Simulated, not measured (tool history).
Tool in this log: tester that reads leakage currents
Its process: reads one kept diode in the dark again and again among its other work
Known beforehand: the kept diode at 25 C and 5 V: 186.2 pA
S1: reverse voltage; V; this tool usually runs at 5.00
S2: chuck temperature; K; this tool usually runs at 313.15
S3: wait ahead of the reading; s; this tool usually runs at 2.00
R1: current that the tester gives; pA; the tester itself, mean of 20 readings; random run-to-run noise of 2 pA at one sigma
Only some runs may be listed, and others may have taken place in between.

run	hour	S1	S2	S3	R1
1	0.0	5.00	313.15	2.00	673.28
2	29.3	6.06	313.15	2.00	738.58
3	49.5	6.06	313.15	2.00	735.07
4	66.5	6.06	313.15	2.00	737.37
5	84.2	6.06	313.15	2.00	736.87
6	111.4	6.06	313.15	2.00	735.25
7	133.8	6.06	313.15	2.00	736.28
8	166.5	1.75	313.15	2.00	416.40
9	199.7	1.75	313.15	2.00	417.24
10	228.5	5.00	313.15	2.20	677.30
11	248.4	5.00	313.15	2.20	673.86
12	263.2	3.73	298.15	0.33	167.25
13	288.9	16.03	307.15	2.00	696.08
14	308.4	5.00	300.15	0.77	225.62
15	338.7	1.39	294.15	3.36	72.23
16	371.8	2.42	319.15	0.60	782.35
17	399.6	2.42	319.15	0.60	778.32
18	424.0	2.42	313.15	4.52	483.11
19	455.0	1.07	313.15	2.00	334.67
20	470.1	13.14	325.15	2.00	2680.73
21	494.8	11.87	300.15	2.00	331.62
22	514.6	11.87	300.15	2.00	332.60

Taken out of this log: 1 entry between the listed runs. Where each belongs, and how the hidden state differs across it:
After run 5, before run 6: chuck's temperature calibrated (hour 92.8)
  true chuck temperature over the reading, C: 0.01 -> 0
